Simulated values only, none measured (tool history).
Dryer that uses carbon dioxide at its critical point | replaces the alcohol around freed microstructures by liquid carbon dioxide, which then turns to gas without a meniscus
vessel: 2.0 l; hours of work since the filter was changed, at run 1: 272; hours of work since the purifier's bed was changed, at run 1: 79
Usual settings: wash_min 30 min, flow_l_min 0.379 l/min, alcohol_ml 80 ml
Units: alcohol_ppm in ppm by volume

| run | hour | wash_min | flow_l_min | alcohol_ml | hours of work since the filter was changed | hours of work since the purifier's bed was changed | alcohol_ppm |
|---|---|---|---|---|---|---|---|
| 1 | 0 | 30 | 0.379 | 80 | 272 | 79 | 604 |
| 2 | 11.5 | 30 | 0.379 | 85 | 276 | 84 | 641 |
| 3 | 28.4 | 30 | 0.379 | 85 | 283 | 90 | 655 |
| 4 | 42.2 | 30 | 0.379 | 80 | 288 | 96 | 627 |
| 5 | 58 | 30 | 0.379 | 80 | 294 | 102 | 640 |
| 6 | 74.6 | 30 | 0.398 | 80 | 301 | 108 | 513 |
| 7 | 83.1 | 30 | 0.398 | 80 | 304 | 112 | 516 |
| 8 | 95.6 | 30 | 0.398 | 80 | 309 | 116 | 517 |
| 9 | 112.2 | 30 | 0.379 | 80 | 315 | 123 | 628 |
| 10 | 129.3 | 30 | 0.379 | 80 | 322 | 129 | 668 |
| 11 | 137.4 | 31 | 0.298 | 29 | 325 | 132 | 537 |
| 12 | 154.3 | 31 | 0.532 | 29 | 331 | 139 | 66 |
| 13 | 171.4 | 31 | 0.532 | 29 | 338 | 146 | 59 |
| 14 | 188.4 | 31 | 0.532 | 29 | 345 | 152 | 57 |
| 15 | 202.4 | 23 | 0.379 | 24 | 350 | 158 | 533 |
| 16 | 218.2 | 24 | 0.344 | 61 | 356 | 164 | 1583 |
| 17 | 232.3 | 24 | 0.344 | 61 | 361 | 169 | 1621 |
| 18 | 244.2 | 30 | 0.613 | 80 | 366 | 174 | 85 |
| 19 | 256.1 | 30 | 0.613 | 80 | 371 | 178 | 70 |
| 20 | 271.4 | 35 | 0.291 | 80 | 377 | 184 | 1092 |

Some steps in alcohol_ppm between neighbouring runs. How much of each would the tool show without its hidden state too (settings, what came in, random variation), and how much is left for the hidden state, with any gauge scatter that isn't in both results?
The hidden state here: flow that reaches the vessel past the clogged filter, %; alcohol in the recycled carbon dioxide, ppm; drift of the gauge itself on alcohol_ppm, %.
Run 15 -> 16: wash_min 23 -> 24, flow_l_min 0.379 -> 0.344, alcohol_ml 24 -> 61. alcohol_ppm +1050 ppm by volume: hidden state +302, all else +748.
Run 17 -> 18: wash_min 24 -> 30, flow_l_min 0.344 -> 0.613, alcohol_ml 61 -> 80. alcohol_ppm -1536 ppm by volume: hidden state -443, all else -1093.
Run 19 -> 20: wash_min 30 -> 35, flow_l_min 0.613 -> 0.291. alcohol_ppm +1022 ppm by volume: hidden state +356, all else +666.
